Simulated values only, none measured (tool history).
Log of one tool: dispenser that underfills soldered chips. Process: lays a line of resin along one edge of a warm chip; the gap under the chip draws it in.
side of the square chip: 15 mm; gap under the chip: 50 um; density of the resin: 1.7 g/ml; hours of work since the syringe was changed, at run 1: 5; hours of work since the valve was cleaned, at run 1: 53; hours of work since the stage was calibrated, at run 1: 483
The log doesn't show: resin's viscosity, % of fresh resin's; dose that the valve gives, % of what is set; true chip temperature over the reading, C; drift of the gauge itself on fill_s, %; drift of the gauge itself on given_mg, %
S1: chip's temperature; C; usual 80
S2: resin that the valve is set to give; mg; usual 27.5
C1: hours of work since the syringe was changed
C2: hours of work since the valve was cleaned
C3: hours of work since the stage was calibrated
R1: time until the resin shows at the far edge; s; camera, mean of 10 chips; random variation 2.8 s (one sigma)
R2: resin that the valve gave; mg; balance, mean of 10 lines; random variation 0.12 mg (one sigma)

run	day	S1	S2	C1	C2	C3	R1	R2
1	0.000	80	27.5	5	53	483	324.6	26.40
# day 0.121: new syringe of resin
2	0.329	80	27.5	4	59	489	304.6	26.02
# day 0.546: new syringe of resin
3	0.629	80	27.5	2	65	495	272.0	26.09
# day 0.975: new syringe of resin
4	1.150	91	27.5	3	74	504	197.3	25.80
# day 1.388: new syringe of resin
5	1.446	91	27.5	1	79	510	178.8	25.69
# day 1.833: new syringe of resin
6	2.050	80	29.8	4	91	521	297.3	27.58
# day 2.125: stage's temperature calibrated
# day 2.300: new syringe of resin
# day 2.733: new syringe of resin
7	2.733	80	29.8	0	102	11	276.0	27.32
# day 2.904: dispensing valve cleaned and set on the balance
# day 3.179: new syringe of resin
8	3.229	94	27.5	1	6	19	169.6	27.15
# day 3.579: new syringe of resin
9	3.775	94	27.5	4	16	29	181.5	27.21
# day 4.008: new syringe of resin
10	4.062	80	25.2	1	21	35	295.2	24.62
# day 4.417: new syringe of resin
11	4.417	80	27.5	0	28	41	277.0	26.94
# day 4.821: new syringe of resin
12	5.012	80	27.5	4	39	52	314.2	26.75
# day 5.229: new syringe of resin
13	5.300	80	27.5	1	44	57	292.6	26.39
# day 5.650: new syringe of resin
14	5.896	80	27.5	5	55	68	337.1	26.16
# day 6.071: new syringe of resin
15	6.204	80	29.0	3	60	74	310.7	27.56
# day 6.458: new syringe of resin
16	6.808	69	29.0	7	71	85	547.9	27.31
# day 6.879: new syringe of resin
17	7.121	69	29.0	5	77	90	505.0	27.02
# day 7.312: new syringe of resin
# day 7.738: new syringe of resin
18	7.738	69	29.0	0	88	102	435.1	26.90
# day 8.175: new syringe of resin
19	8.192	94	28.7	0	96	110	166.4	26.40
20	8.496	66	30.7	6	102	116	612.5	28.08
# day 8.588: new syringe of resin
# day 8.675: dispensing valve cleaned and set on the balance
# day 9.025: new syringe of resin
21	9.071	66	30.7	1	7	125	494.7	30.59
# day 9.425: new syringe of resin
22	9.638	71	24.2	4	18	136	474.6	24.03
# day 9.821: new syringe of resin
# day 10.229: new syringe of resin
23	10.279	71	23.9	1	29	147	425.8	23.28

Run 24 comes next. What will it give?
# day 10.654: new syringe of resin
24	10.654	87	24.0	0	36	154	?	?

{"run 24": {"R1": 215.2, "R2": 23.48}}
Without the tool's hidden state the same run would have given R1 218.5 s, R2 24.20 mg.
